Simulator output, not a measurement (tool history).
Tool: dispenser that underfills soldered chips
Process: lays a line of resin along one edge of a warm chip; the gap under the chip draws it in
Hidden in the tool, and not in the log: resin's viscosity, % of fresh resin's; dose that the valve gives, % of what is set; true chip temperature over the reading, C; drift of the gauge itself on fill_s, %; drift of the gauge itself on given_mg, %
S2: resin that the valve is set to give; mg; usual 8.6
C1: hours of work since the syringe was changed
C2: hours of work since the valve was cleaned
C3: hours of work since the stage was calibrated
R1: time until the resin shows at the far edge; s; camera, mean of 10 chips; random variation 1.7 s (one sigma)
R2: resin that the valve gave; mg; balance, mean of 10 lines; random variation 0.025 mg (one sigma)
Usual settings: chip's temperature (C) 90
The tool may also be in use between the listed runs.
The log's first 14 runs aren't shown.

Run 15, hour 52.7: usual settings but S2 9.85 mg; C1 7; C2 36; C3 145. Result: R1 211.6 s, R2 9.6 mg.
At hour 54.2: new syringe of resin.
Run 16, hour 55.4: usual settings but S2 9.85 mg; C1 1; C2 37; C3 146. Result: R1 171.2 s, R2 9.58 mg.
Run 17, hour 59.5: usual settings but S2 9.85 mg; C1 4; C2 40; C3 149. Result: R1 189.4 s, R2 9.55 mg.
Run 18, hour 63.3: usual settings but chip's temperature (C) 102; C1 6; C2 43; C3 151. Result: R1 144.2 s, R2 8.36 mg.
At hour 65.4: new syringe of resin.
Run 19, hour 67.3: usual settings but chip's temperature (C) 80, S2 7.51 mg; C1 1; C2 45; C3 154. Result: R1 256.9 s, R2 7.3 mg.
Run 20, hour 72: usual settings but chip's temperature (C) 86, S2 7.7 mg; C1 4; C2 48; C3 157. Result: R1 226.5 s, R2 7.47 mg.
At hour 76.7: new syringe of resin.
Run 21, hour 77.1: usual settings but S2 10.78 mg; C1 0; C2 51; C3 160. Result: R1 165.3 s, R2 10.4 mg.
Run 22, hour 79.8: usual settings but S2 10.78 mg; C1 2; C2 53; C3 162. Result: R1 174.5 s, R2 10.37 mg.
Run 23, hour 82.3: usual settings but S2 10.78 mg; C1 4; C2 55; C3 164. Result: R1 183.9 s, R2 10.41 mg.
Run 24, hour 85.4: usual settings but S2 7.6 mg; C1 6; C2 57; C3 166. Result: R1 213.2 s, R2 7.27 mg.
At hour 88: new syringe of resin.
Run 25, hour 90.3: usual settings but chip's temperature (C) 77, S2 9.19 mg; C1 2; C2 60; C3 169. Result: R1 271.3 s, R2 8.81 mg.
Run 26, hour 92.8: usual settings but chip's temperature (C) 81, S2 7.54 mg; C1 3; C2 61; C3 170. Result: R1 263.4 s, R2 7.22 mg.
Run 27, hour 96.5: usual settings but S2 8.09 mg; C1 6; C2 64; C3 173. Result: R1 209.8 s, R2 7.71 mg.
At hour 99.2: new syringe of resin.
Run 28, hour 99.8: usual settings but S2 8.09 mg; C1 0; C2 66; C3 175. Result: R1 178 s, R2 7.72 mg.
Run 29, hour 104.8: usual settings but S2 8.09 mg; C1 4; C2 69; C3 178. Result: R1 200.9 s, R2 7.7 mg.
Run 30, hour 106.9: usual settings but chip's temperature (C) 95, S2 9.85 mg; C1 5; C2 71; C3 179. Result: R1 167.3 s, R2 9.39 mg.
At hour 108.2: dispensing valve cleaned and set on the balance.
Run 31, hour 110.9: usual settings but chip's temperature (C) 104, S2 8.07 mg; C1 7; C2 2; C3 181. Result: R1 143.6 s, R2 8.04 mg.
At hour 111.5: new syringe of resin.
Run 32, hour 113.3: usual settings but chip's temperature (C) 104, S2 8.07 mg; C1 1; C2 3; C3 183. Result: R1 118.7 s, R2 8.08 mg.
Run 33, hour 116.5: usual settings but chip's temperature (C) 104, S2 8.07 mg; C1 3; C2 5; C3 185. Result: R1 127.2 s, R2 8.05 mg.
Run 34, hour 120.9: usual settings but chip's temperature (C) 88, S2 9.19 mg; C1 6; C2 8; C3 188. Result: R1 222.2 s, R2 9.12 mg.
At hour 123: new syringe of resin.
Run 35, hour 126: usual settings but chip's temperature (C) 88, S2 9.19 mg; C1 2; C2 11; C3 191. Result: R1 187.9 s, R2 9.1 mg.

4 ways to go on from here, each from the tool as it stands after run 35. What would each give?
Run A, hour 129.4: usual settings but chip's temperature (C) 89; C1 4; C2 14; C3 193. Result: R1 ?, R2 ?.
Run B, hour 129.4: usual settings but chip's temperature (C) 94; C1 4; C2 14; C3 193. Result: R1 ?, R2 ?.
Run C, hour 129.4: usual settings but chip's temperature (C) 104, S2 9.19 mg; C1 4; C2 14; C3 193. Result: R1 ?, R2 ?.
Run D, hour 129.4: usual settings but chip's temperature (C) 87, S2 9.13 mg; C1 4; C2 14; C3 193. Result: R1 ?, R2 ?.

run     R1    R2
  A  201.4   8.5
  B  170.9  8.51
  C  124.8  9.07
  D  209.7     9
Without the tool's hidden state the same runs would have given:
run     R1    R2
  A  168.9  8.58
  B  143.5  8.59
  C  104.9  9.16
  D  175.8  9.09
